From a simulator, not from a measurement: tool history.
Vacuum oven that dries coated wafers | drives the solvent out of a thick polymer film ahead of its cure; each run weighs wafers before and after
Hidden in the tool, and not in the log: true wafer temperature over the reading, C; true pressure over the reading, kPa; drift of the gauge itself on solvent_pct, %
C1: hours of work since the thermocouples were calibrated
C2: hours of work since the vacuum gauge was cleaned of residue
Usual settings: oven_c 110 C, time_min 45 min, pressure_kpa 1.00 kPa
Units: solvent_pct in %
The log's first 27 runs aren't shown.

Run 28, hour 395.8: usual settings but time_min 54 min, pressure_kpa 1.55 kPa; C1 131; C2 323. Result: solvent_pct 2.73 %.
Run 29, hour 411.9: usual settings but time_min 25 min, pressure_kpa 0.89 kPa; C1 141; C2 333. Result: solvent_pct 6.16 %.
Run 30, hour 426.2: usual settings but oven_c 97 C, pressure_kpa 3.73 kPa; C1 150; C2 342. Result: solvent_pct 10.41 %.
Run 31, hour 446.6: usual settings but oven_c 119 C, pressure_kpa 0.65 kPa; C1 163; C2 355. Result: solvent_pct 0.93 %.
Run 32, hour 457.6: usual settings but oven_c 119 C, pressure_kpa 0.65 kPa; C1 170; C2 362. Result: solvent_pct 0.88 %.
Run 33, hour 469.9: usual settings but oven_c 99 C, time_min 81 min, pressure_kpa 1.25 kPa; C1 177; C2 369. Result: solvent_pct 3.97 %.
Run 34, hour 490.2: usual settings but oven_c 105 C, time_min 62 min, pressure_kpa 0.84 kPa; C1 190; C2 382. Result: solvent_pct 2.83 %.
Run 35, hour 508.6: usual settings but oven_c 121 C, time_min 62 min, pressure_kpa 1.52 kPa; C1 201; C2 393. Result: solvent_pct 1.01 %.
Run 36, hour 517.9: usual settings but oven_c 121 C, time_min 62 min, pressure_kpa 1.52 kPa; C1 207; C2 399. Result: solvent_pct 1.00 %.
Run 37, hour 534.2: usual settings but pressure_kpa 0.51 kPa; C1 217; C2 409. Result: solvent_pct 2.56 %.
Run 38, hour 542.9: usual settings but pressure_kpa 0.51 kPa; C1 223; C2 415. Result: solvent_pct 2.61 %.
Run 39, hour 553.8: usual settings but oven_c 121 C, time_min 27 min, pressure_kpa 1.75 kPa; C1 230; C2 421. Result: solvent_pct 2.65 %.
Run 40, hour 567.4: usual settings but oven_c 95 C, time_min 38 min, pressure_kpa 0.80 kPa; C1 238; C2 430. Result: solvent_pct 9.63 %.
Run 41, hour 578.9: usual settings but oven_c 95 C, time_min 38 min, pressure_kpa 0.80 kPa; C1 245; C2 437. Result: solvent_pct 9.64 %.
Run 42, hour 599.3: usual settings but time_min 29 min; C1 258; C2 450. Result: solvent_pct 5.29 %.

3 ways to go on from here, each from the tool as it stands after run 42. What would each give?
Run A, hour 610.8: usual settings but time_min 54 min, pressure_kpa 1.63 kPa; C1 265; C2 457. Result: solvent_pct ?.
Run B, hour 610.8: usual settings but oven_c 96 C, time_min 29 min, pressure_kpa 0.78 kPa; C1 265; C2 457. Result: solvent_pct ?.
Run C, hour 610.8: usual settings but oven_c 96 C, time_min 24 min; C1 265; C2 457. Result: solvent_pct ?.

run  solvent_pct
  A         2.75
  B        10.89
  C        12.07
Without the tool's hidden state the same runs would have given:
run  solvent_pct
  A         2.76
  B        10.89
  C        12.07
